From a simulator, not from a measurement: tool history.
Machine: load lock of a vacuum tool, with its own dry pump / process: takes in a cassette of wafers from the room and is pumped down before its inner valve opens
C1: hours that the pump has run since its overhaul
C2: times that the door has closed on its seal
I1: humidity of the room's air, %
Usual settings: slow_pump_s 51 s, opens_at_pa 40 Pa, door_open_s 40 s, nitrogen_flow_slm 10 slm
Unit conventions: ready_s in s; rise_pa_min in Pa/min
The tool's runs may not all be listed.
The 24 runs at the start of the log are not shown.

run 25 day=145.85 | slow_pump_s=67 opens_at_pa=46 door_open_s=35 nitrogen_flow_slm=5 | C1=5527 C2=16445 | I1=44.8 | ready_s=111.8 rise_pa_min=0.113
run 26 day=150.233 | slow_pump_s=85 opens_at_pa=70 door_open_s=65 nitrogen_flow_slm=10 | C1=5632 C2=16805 | I1=43 | ready_s=123.3 rise_pa_min=0.124
run 27 day=155.017 | slow_pump_s=51 opens_at_pa=34 door_open_s=74 nitrogen_flow_slm=10 | C1=5747 C2=17197 | I1=44 | ready_s=103.7 rise_pa_min=0.127
run 28 day=158.962 | slow_pump_s=56 opens_at_pa=34 door_open_s=107 nitrogen_flow_slm=30 | C1=5842 C2=17520 | I1=47.5 | ready_s=106.9 rise_pa_min=0.126
run 29 day=166.825 | slow_pump_s=56 opens_at_pa=34 door_open_s=107 nitrogen_flow_slm=30 | C1=6030 C2=18164 | I1=44.6 | ready_s=106.8 rise_pa_min=0.128
run 30 day=171.021 | slow_pump_s=56 opens_at_pa=34 door_open_s=107 nitrogen_flow_slm=30 | C1=6131 C2=18508 | I1=41.6 | ready_s=107.1 rise_pa_min=0.132
run 31 day=178.738 | slow_pump_s=89 opens_at_pa=40 door_open_s=111 nitrogen_flow_slm=10 | C1=6316 C2=19140 | I1=46.4 | ready_s=132.5 rise_pa_min=0.162
run 32 day=188.342 | slow_pump_s=51 opens_at_pa=40 door_open_s=225 nitrogen_flow_slm=10 | C1=6547 C2=19927 | I1=42.4 | ready_s=103.1 rise_pa_min=0.186
run 33 day=193.25 | slow_pump_s=51 opens_at_pa=40 door_open_s=114 nitrogen_flow_slm=10 | C1=6664 C2=20329 | I1=45.5 | ready_s=102.1 rise_pa_min=0.163
run 34 day=199.654 | slow_pump_s=86 opens_at_pa=40 door_open_s=40 nitrogen_flow_slm=10 | C1=6818 C2=20854 | I1=44.9 | ready_s=128.4 rise_pa_min=0.144
run 35 day=204.458 | slow_pump_s=51 opens_at_pa=40 door_open_s=34 nitrogen_flow_slm=5 | C1=6933 C2=21247 | I1=43.7 | ready_s=102.2 rise_pa_min=0.144
run 36 day=210.283 | slow_pump_s=26 opens_at_pa=41 door_open_s=34 nitrogen_flow_slm=5 | C1=7073 C2=21725 | I1=46.9 | ready_s=84.3 rise_pa_min=0.153

5 options for the next run, each taken on its own from the tool as it stands now. Forecast them:
run A day=218.333 | slow_pump_s=65 opens_at_pa=41 door_open_s=89 nitrogen_flow_slm=9 | C1=7266 C2=22384 | I1=41.5 | ready_s=? rise_pa_min=?
run B day=218.333 | slow_pump_s=51 opens_at_pa=70 door_open_s=40 nitrogen_flow_slm=10 | C1=7266 C2=22384 | I1=46.7 | ready_s=? rise_pa_min=?
run C day=218.333 | slow_pump_s=26 opens_at_pa=49 door_open_s=32 nitrogen_flow_slm=4 | C1=7266 C2=22384 | I1=44.2 | ready_s=? rise_pa_min=?
run D day=218.333 | slow_pump_s=36 opens_at_pa=41 door_open_s=34 nitrogen_flow_slm=31 | C1=7266 C2=22384 | I1=44.5 | ready_s=? rise_pa_min=?
run E day=218.333 | slow_pump_s=53 opens_at_pa=65 door_open_s=34 nitrogen_flow_slm=44 | C1=7266 C2=22384 | I1=47.2 | ready_s=? rise_pa_min=?

run=A ready_s=113.8 rise_pa_min=0.17
run=B ready_s=98.4 rise_pa_min=0.156
run=C ready_s=83 rise_pa_min=0.16
run=D ready_s=90.8 rise_pa_min=0.14
run=E ready_s=100.9 rise_pa_min=0.138
Had the tool no hidden state, the same runs would have come out as:
run=A ready_s=109.5 rise_pa_min=0.051
run=B ready_s=94.3 rise_pa_min=0.039
run=C ready_s=78 rise_pa_min=0.043
run=D ready_s=86 rise_pa_min=0.021
run=E ready_s=96.7 rise_pa_min=0.02

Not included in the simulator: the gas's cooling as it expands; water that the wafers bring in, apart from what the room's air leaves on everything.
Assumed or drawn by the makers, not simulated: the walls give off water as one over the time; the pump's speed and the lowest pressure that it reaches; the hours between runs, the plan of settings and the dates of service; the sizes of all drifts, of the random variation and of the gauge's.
